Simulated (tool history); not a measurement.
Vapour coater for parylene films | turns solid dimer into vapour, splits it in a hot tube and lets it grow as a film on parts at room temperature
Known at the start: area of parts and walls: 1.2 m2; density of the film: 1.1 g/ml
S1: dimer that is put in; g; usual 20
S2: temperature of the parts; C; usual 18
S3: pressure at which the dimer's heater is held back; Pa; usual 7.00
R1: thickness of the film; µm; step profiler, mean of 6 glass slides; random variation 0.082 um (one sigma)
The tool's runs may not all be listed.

Run 1, hour 0.0: usual settings. Result: R1 9.33 µm.
Run 2, hour 31.2: usual settings. Result: R1 9.30 µm.
Run 3, hour 81.4: usual settings but S2 23 C. Result: R1 7.88 µm.
At hour 114.2: trap's valve overhauled.
Run 4, hour 122.0: usual settings but S1 18 g, S2 23 C. Result: R1 7.60 µm.
Run 5, hour 171.7: usual settings but S1 14 g. Result: R1 6.94 µm.
Run 6, hour 199.7: usual settings but S2 25 C. Result: R1 7.85 µm.
Run 7, hour 235.7: usual settings but S3 9.50 Pa. Result: R1 9.12 µm.
Run 8, hour 279.8: usual settings but S3 5.40 Pa. Result: R1 10.23 µm.
Run 9, hour 315.7: usual settings but S3 5.40 Pa. Result: R1 10.29 µm.
Run 10, hour 367.9: usual settings but S3 5.40 Pa. Result: R1 10.14 µm.
Run 11, hour 399.5: usual settings but S3 5.40 Pa. Result: R1 10.20 µm.
Run 12, hour 422.8: usual settings but S2 12 C, S3 5.40 Pa. Result: R1 12.33 µm.
Run 13, hour 446.3: usual settings. Result: R1 9.56 µm.
Run 14, hour 489.1: usual settings but S3 3.49 Pa. Result: R1 11.06 µm.
Run 15, hour 519.0: usual settings but S3 3.49 Pa. Result: R1 10.94 µm.
Run 16, hour 557.1: usual settings but S2 11 C. Result: R1 11.84 µm.
Run 17, hour 604.0: usual settings but S2 13 C. Result: R1 11.08 µm.
Run 18, hour 650.2: usual settings but S3 11.57 Pa. Result: R1 8.38 µm.
Run 19, hour 691.6: usual settings but S3 2.86 Pa. Result: R1 11.11 µm.
Run 20, hour 746.1: usual settings but S1 11 g, S2 13 C. Result: R1 6.02 µm.
Run 21, hour 778.5: usual settings but S1 8 g, S2 13 C. Result: R1 4.40 µm.
At hour 827.4: trap's valve overhauled.
Run 22, hour 836.1: usual settings but S1 8 g, S2 13 C. Result: R1 4.68 µm.
Run 23, hour 863.8: usual settings but S1 8 g, S2 13 C. Result: R1 4.63 µm.
Run 24, hour 897.3: usual settings but S1 8 g, S2 13 C, S3 4.49 Pa. Result: R1 5.09 µm.
Run 25, hour 934.8: usual settings but S1 30 g, S2 23 C. Result: R1 12.43 µm.
Run 26, hour 957.7: usual settings but S1 25 g, S3 2.50 Pa. Result: R1 14.88 µm.
Run 27, hour 984.0: usual settings but S1 25 g, S3 2.50 Pa. Result: R1 14.93 µm.
Run 28, hour 1023.4: usual settings but S3 2.25 Pa. Result: R1 12.39 µm.
Run 29, hour 1050.9: usual settings but S1 28 g, S2 12 C, S3 8.34 Pa. Result: R1 15.95 µm.
Run 30, hour 1098.8: usual settings but S1 28 g, S2 12 C, S3 8.34 Pa. Result: R1 15.78 µm.

3 ways to go on from here, each from the tool as it stands after run 30. What would each give?
Run A, hour 1122.3: usual settings but S2 11 C, S3 2.80 Pa. Result: R1 ?.
Run B, hour 1122.3: usual settings but S1 23 g, S2 12 C, S3 8.34 Pa. Result: R1 ?.
Run C, hour 1122.3: usual settings but S1 15 g, S3 5.27 Pa. Result: R1 ?.

run     R1
  A  14.54
  B  12.87
  C   7.64
Without the tool's hidden state the same runs would have given:
run     R1
  A  15.03
  B  13.46
  C   7.99
